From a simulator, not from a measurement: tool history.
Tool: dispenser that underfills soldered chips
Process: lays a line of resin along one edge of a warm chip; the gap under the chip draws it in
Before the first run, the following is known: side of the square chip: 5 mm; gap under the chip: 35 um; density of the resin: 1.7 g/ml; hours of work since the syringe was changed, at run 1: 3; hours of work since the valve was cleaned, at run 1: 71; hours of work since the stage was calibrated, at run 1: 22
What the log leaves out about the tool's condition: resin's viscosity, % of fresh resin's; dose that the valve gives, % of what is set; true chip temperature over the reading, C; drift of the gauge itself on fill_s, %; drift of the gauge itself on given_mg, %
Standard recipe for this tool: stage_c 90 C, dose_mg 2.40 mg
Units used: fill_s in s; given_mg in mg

run    day  stage_c  dose_mg  hours of work since the syringe was changed  hours of work since the valve was cleaned  hours of work since the stage was calibrated  fill_s  given_mg
  1  0.000       90     2.40                                            3                                         71                                            22    15.0      2.33
     0.138  -- dispensing valve cleaned and set on the balance
     0.271  -- new syringe of resin
  2  0.454       90     2.40                                            3                                          5                                            29    16.1      2.38
     0.658  -- new syringe of resin
  3  0.754       90     2.40                                            2                                         10                                            33    15.6      2.40
     1.033  -- new syringe of resin
  4  1.179       90     2.40                                            2                                         16                                            40    15.8      2.38
     1.417  -- new syringe of resin
  5  1.654       96     2.40                                            4                                         24                                            48    14.1      2.37
     1.817  -- new syringe of resin
  6  1.908       96     2.44                                            2                                         28                                            52    11.9      2.44
     2.208  -- new syringe of resin
  7  2.417       85     2.40                                            3                                         36                                            60    19.7      2.38
     2.604  -- new syringe of resin
  8  2.879       90     2.93                                            5                                         43                                            67    16.6      2.87
     2.979  -- new syringe of resin
  9  3.158       83     2.40                                            3                                         48                                            71    21.4      2.34
     3.358  -- new syringe of resin
 10  3.608       83     2.40                                            4                                         55                                            79    22.2      2.35
     3.754  -- new syringe of resin
 11  3.821       83     2.40                                            1                                         58                                            82    19.4      2.35
     4.146  -- new syringe of resin
 12  4.192       83     2.40                                            1                                         64                                            88    19.7      2.37
     4.538  -- new syringe of resin
 13  4.588       92     2.79                                            1                                         70                                            94    13.7      2.73
     4.758  -- dispensing valve cleaned and set on the balance
 14  4.912       85     2.25                                            5                                          3                                            99    21.7      2.24
     4.962  -- new syringe of resin
 15  5.250       85     2.25                                            5                                          8                                           104    21.1      2.25
     5.338  -- new syringe of resin
 16  5.629       78     3.08                                            5                                         14                                           110    27.4      3.05
     5.750  -- new syringe of resin
 17  5.862       78     3.08                                            2                                         17                                           113    24.8      3.04
     6.125  -- new syringe of resin
 18  6.233      102     2.42                                            2                                         23                                           119    10.5      2.38
     6.521  -- new syringe of resin
 19  6.742      100     2.93                                            4                                         31                                           127    12.0      2.89
     6.900  -- new syringe of resin
 20  7.150       84     2.74                                            4                                         38                                           134    21.8      2.70
     7.296  -- new syringe of resin
 21  7.425       84     2.74                                            2                                         42                                           138    19.8      2.67
     7.688  -- new syringe of resin
 22  7.917       95     2.70                                            4                                         50                                           146    14.3      2.62

Forecast each of these 4 alternatives for the next run:
     8.058  -- new syringe of resin
  A  8.229      102     2.59                                            3                                         55                                           151       ?         ?
     8.058  -- new syringe of resin
  B  8.229       99     2.45                                            3                                         55                                           151       ?         ?
     8.058  -- new syringe of resin
  C  8.229       93     2.29                                            3                                         55                                           151       ?         ?
     8.058  -- new syringe of resin
  D  8.229       88     2.42                                            3                                         55                                           151       ?         ?

run  fill_s  given_mg
  A    10.5      2.48
  B    11.9      2.37
  C    14.4      2.22
  D    17.7      2.35
What these runs would have given with no unlogged condition in the tool:
run  fill_s  given_mg
  A     9.2      2.56
  B    10.5      2.44
  C    12.6      2.28
  D    15.6      2.43
